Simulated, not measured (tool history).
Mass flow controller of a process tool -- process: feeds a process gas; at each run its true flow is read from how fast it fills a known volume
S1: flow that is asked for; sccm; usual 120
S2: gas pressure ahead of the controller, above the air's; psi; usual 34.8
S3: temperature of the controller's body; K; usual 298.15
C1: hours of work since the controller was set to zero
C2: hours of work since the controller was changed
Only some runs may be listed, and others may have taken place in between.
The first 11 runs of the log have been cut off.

Run 12, hour 1542.4: usual settings but S3 296.15 K; C1 5264; C2 5264. Result: true flow (%) 100.87.
Run 13, hour 1670.0: usual settings but S2 21.3 psi; C1 5334; C2 5334. Result: true flow (%) 100.42.
Run 14, hour 1764.5: usual settings but S2 28.9 psi; C1 5385; C2 5385. Result: true flow (%) 100.82.
Run 15, hour 1873.1: usual settings but S2 28.9 psi; C1 5444; C2 5444. Result: true flow (%) 101.00.
Run 16, hour 2046.0: usual settings but S2 28.9 psi; C1 5539; C2 5539. Result: true flow (%) 101.04.
Run 17, hour 2217.8: usual settings but S1 31 sccm; C1 5632; C2 5632. Result: true flow (%) 99.42.
Run 18, hour 2349.9: usual settings but S1 31 sccm; C1 5704; C2 5704. Result: true flow (%) 99.42.
Run 19, hour 2493.1: usual settings but S1 31 sccm; C1 5782; C2 5782. Result: true flow (%) 99.38.
Run 20, hour 2695.9: usual settings but S2 33.8 psi; C1 5893; C2 5893. Result: true flow (%) 101.27.
Run 21, hour 2917.8: usual settings but S2 33.8 psi; C1 6014; C2 6014. Result: true flow (%) 101.27.
Run 22, hour 3091.2: usual settings but S2 25.7 psi; C1 6108; C2 6108. Result: true flow (%) 100.89.
Run 23, hour 3184.6: usual settings but S2 25.7 psi; C1 6159; C2 6159. Result: true flow (%) 100.74.
Run 24, hour 3309.9: usual settings but S1 35 sccm, S3 306.15 K; C1 6228; C2 6228. Result: true flow (%) 100.58.
At hour 3328.5: controller's zero set anew.
Run 25, hour 3518.4: usual settings but S1 35 sccm, S3 306.15 K; C1 103; C2 6341. Result: true flow (%) 100.02.
Run 26, hour 3703.3: usual settings but S1 24 sccm, S2 27.8 psi, S3 303.15 K; C1 204; C2 6442. Result: true flow (%) 98.22.
Run 27, hour 3878.9: usual settings but S1 24 sccm, S2 27.8 psi, S3 303.15 K; C1 300; C2 6538. Result: true flow (%) 98.11.
Run 28, hour 4033.6: usual settings but S1 112 sccm, S2 30.5 psi, S3 312.15 K; C1 384; C2 6622. Result: true flow (%) 102.53.
At hour 4130.9: controller's zero set anew, once more.
Run 29, hour 4192.8: usual settings but S1 112 sccm, S2 30.5 psi, S3 312.15 K; C1 34; C2 6708. Result: true flow (%) 103.33.
Run 30, hour 4297.7: usual settings but S1 112 sccm, S2 30.5 psi, S3 312.15 K; C1 91; C2 6766. Result: true flow (%) 103.41.

What will run 31 give?
Run 31, hour 4495.9: usual settings but S1 112 sccm, S2 20.7 psi, S3 302.15 K; C1 199; C2 6874. Result: true flow (%) ?.

{"run 31": {"true flow (%)": 101.81}}
Were there no unlogged condition in the tool, this run, its random variation unchanged, would have produced true flow (%) 99.63.

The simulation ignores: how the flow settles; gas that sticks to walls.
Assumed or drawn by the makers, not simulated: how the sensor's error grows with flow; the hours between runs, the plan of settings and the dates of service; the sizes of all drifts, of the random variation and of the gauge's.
